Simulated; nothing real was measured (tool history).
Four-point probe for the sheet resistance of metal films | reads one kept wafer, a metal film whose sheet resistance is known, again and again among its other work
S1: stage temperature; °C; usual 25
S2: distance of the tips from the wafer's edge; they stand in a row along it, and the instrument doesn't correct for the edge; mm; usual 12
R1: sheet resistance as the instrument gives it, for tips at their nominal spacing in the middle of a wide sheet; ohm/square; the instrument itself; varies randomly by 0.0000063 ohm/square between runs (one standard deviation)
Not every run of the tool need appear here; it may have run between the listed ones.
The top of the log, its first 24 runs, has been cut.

run 25 hour=1001.1 | S1=35 S2=19 | R1=0.031414
run 26 hour=1033.4 | S1=35 S2=19 | R1=0.031421
run 27 hour=1081.9 | S1=35 S2=19 | R1=0.031413
run 28 hour=1120.2 | S1=32 S2=72 | R1=0.031339
run 29 hour=1168 | S1=32 S2=72 | R1=0.031327
run 30 hour=1224.1 | S1=26 S2=6 | R1=0.032048
run 31 hour=1263 | S1=34 S2=7 | R1=0.031869
run 32 hour=1314.4 | S1=25 S2=12 | R1=0.031497
run 33 hour=1374.9 | S1=22 S2=7 | R1=0.031832
run 34 hour=1423.3 | S1=32 S2=7 | R1=0.031876
run 35 hour=1477.5 | S1=32 S2=7 | R1=0.031877
run 36 hour=1512.2 | S1=32 S2=7 | R1=0.031882
run 37 hour=1547.1 | S1=20 S2=5 | R1=0.032333
run 38 hour=1588.1 | S1=20 S2=5 | R1=0.032335
run 39 hour=1624.7 | S1=20 S2=5 | R1=0.032331
run 40 hour=1678.7 | S1=21 S2=5 | R1=0.032334

Here are 3 independent what-if runs from the current tool condition. What would each one return?
run A hour=1719.3 | S1=31 S2=10 | R1=?
run B hour=1719.3 | S1=26 S2=24 | R1=?
run C hour=1719.3 | S1=29 S2=6 | R1=?

run=A R1=0.031596
run=B R1=0.03135
run=C R1=0.032048
Take away the tool's hidden state, keep each run's random variation, and the runs would have read:
run=A R1=0.031604
run=B R1=0.031357
run=C R1=0.032056
